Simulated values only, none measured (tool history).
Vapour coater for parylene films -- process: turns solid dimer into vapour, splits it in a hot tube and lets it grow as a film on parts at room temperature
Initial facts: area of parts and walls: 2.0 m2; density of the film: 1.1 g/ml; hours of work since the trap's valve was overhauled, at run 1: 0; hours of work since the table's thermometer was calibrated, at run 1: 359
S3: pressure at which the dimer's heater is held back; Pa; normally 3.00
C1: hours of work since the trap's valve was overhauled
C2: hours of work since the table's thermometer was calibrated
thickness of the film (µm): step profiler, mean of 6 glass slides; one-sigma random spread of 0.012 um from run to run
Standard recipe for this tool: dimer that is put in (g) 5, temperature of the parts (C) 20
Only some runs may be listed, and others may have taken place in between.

Run 1, hour 0.0: usual settings; C1 0; C2 359. Result: thickness of the film (µm) 1.80.
Run 2, hour 70.2: usual settings; C1 36; C2 396. Result: thickness of the film (µm) 1.79.
Run 3, hour 131.1: usual settings; C1 68; C2 427. Result: thickness of the film (µm) 1.81.
Run 4, hour 199.2: usual settings; C1 103; C2 463. Result: thickness of the film (µm) 1.81.
Run 5, hour 278.0: usual settings; C1 144; C2 503. Result: thickness of the film (µm) 1.79.
Run 6, hour 317.6: usual settings but S3 3.97 Pa; C1 165; C2 524. Result: thickness of the film (µm) 1.70.
Run 7, hour 393.9: usual settings but S3 3.97 Pa; C1 204; C2 563. Result: thickness of the film (µm) 1.73.
Run 8, hour 460.6: usual settings; C1 239; C2 598. Result: thickness of the film (µm) 1.79.
Run 9, hour 526.3: usual settings; C1 273; C2 632. Result: thickness of the film (µm) 1.81.
Run 10, hour 593.0: usual settings; C1 307; C2 667. Result: thickness of the film (µm) 1.77.
Run 11, hour 641.2: usual settings but dimer that is put in (g) 2; C1 332; C2 691. Result: thickness of the film (µm) 0.72.
Run 12, hour 707.6: usual settings but dimer that is put in (g) 7; C1 367; C2 726. Result: thickness of the film (µm) 2.51.
Run 13, hour 771.7: usual settings but dimer that is put in (g) 7, temperature of the parts (C) 26; C1 400; C2 759. Result: thickness of the film (µm) 1.86.
Run 14, hour 814.2: usual settings but dimer that is put in (g) 3, temperature of the parts (C) 26, S3 8.51 Pa; C1 422; C2 781. Result: thickness of the film (µm) 0.66.
Run 15, hour 888.3: usual settings but dimer that is put in (g) 2, temperature of the parts (C) 14, S3 2.68 Pa; C1 460; C2 820. Result: thickness of the film (µm) 0.87.
Run 16, hour 930.0: usual settings but temperature of the parts (C) 30, S3 5.91 Pa; C1 482; C2 841. Result: thickness of the film (µm) 0.98.
At hour 963.7: trap's valve overhauled.
Run 17, hour 982.0: usual settings but temperature of the parts (C) 30, S3 5.91 Pa; C1 9; C2 866. Result: thickness of the film (µm) 0.99.
Run 18, hour 1059.7: usual settings but temperature of the parts (C) 12, S3 10.34 Pa; C1 50; C2 906. Result: thickness of the film (µm) 2.17.
Run 19, hour 1122.6: usual settings but temperature of the parts (C) 12, S3 10.34 Pa; C1 82; C2 939. Result: thickness of the film (µm) 2.14.

Predict each of these 4 candidate next runs independently; none follows another, all start after run 19:
Run A, hour 1158.2: usual settings but dimer that is put in (g) 3, temperature of the parts (C) 12, S3 10.34 Pa; C1 101; C2 957. Result: thickness of the film (µm) ?.
Run B, hour 1158.2: usual settings but dimer that is put in (g) 3, temperature of the parts (C) 26, S3 5.43 Pa; C1 101; C2 957. Result: thickness of the film (µm) ?.
Run C, hour 1158.2: usual settings but temperature of the parts (C) 15; C1 101; C2 957. Result: thickness of the film (µm) ?.
Run D, hour 1158.2: usual settings but dimer that is put in (g) 3, temperature of the parts (C) 25, S3 11.05 Pa; C1 101; C2 957. Result: thickness of the film (µm) ?.

run  thickness of the film (µm)
  A                        1.27
  B                        0.75
  C                        2.21
  D                        0.69
Stripped of hidden state, with their random variation kept, the same runs would have yielded:
run  thickness of the film (µm)
  A                        1.26
  B                        0.75
  C                        2.21
  D                        0.69
